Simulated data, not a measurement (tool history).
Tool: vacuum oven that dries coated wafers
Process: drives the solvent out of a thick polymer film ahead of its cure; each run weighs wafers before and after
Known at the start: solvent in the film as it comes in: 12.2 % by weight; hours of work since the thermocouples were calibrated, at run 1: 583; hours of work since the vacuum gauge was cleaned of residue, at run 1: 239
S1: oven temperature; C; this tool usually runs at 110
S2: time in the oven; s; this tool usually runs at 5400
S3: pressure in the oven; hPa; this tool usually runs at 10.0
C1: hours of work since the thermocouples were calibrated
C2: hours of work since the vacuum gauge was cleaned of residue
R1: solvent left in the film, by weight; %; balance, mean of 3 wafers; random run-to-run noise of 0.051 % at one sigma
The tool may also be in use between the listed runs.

run	hour	S1	S2	S3	C1	C2	R1
1	0.0	110	5400	10.0	583	239	1.15
2	9.5	110	5400	13.7	589	244	1.36
3	18.3	110	5400	13.7	594	250	1.40
4	27.5	110	5400	13.7	600	256	1.39
5	40.4	110	8040	13.7	608	264	1.02
6	47.6	110	8040	13.7	612	268	1.06
# hour 51.0: oven's thermocouples calibrated
7	61.6	110	8040	13.7	7	276	1.06
8	77.8	102	5400	24.1	17	286	3.34
9	87.2	102	5400	24.1	23	291	3.29
10	101.5	102	6960	7.2	31	300	1.50
# hour 112.3: oven's thermocouples calibrated, once more
11	118.8	110	5400	23.8	4	310	1.98
12	128.0	110	5400	23.8	10	316	1.94
13	138.4	110	5400	23.8	16	322	1.88

Predict each of these 5 candidate next runs independently; none follows another, all start after run 13:
A	155.2	116	6960	5.7	27	332	?
B	155.2	117	3240	7.3	27	332	?
C	155.2	110	3180	11.3	27	332	?
D	155.2	110	5400	24.7	27	332	?
E	155.2	110	4620	23.8	27	332	?

run	R1
A	0.40
B	1.03
C	2.25
D	2.01
E	2.10
Stripped of hidden state, with their random variation kept, the same runs would have yielded:
run	R1
A	0.31
B	0.95
C	2.15
D	1.91
E	2.00

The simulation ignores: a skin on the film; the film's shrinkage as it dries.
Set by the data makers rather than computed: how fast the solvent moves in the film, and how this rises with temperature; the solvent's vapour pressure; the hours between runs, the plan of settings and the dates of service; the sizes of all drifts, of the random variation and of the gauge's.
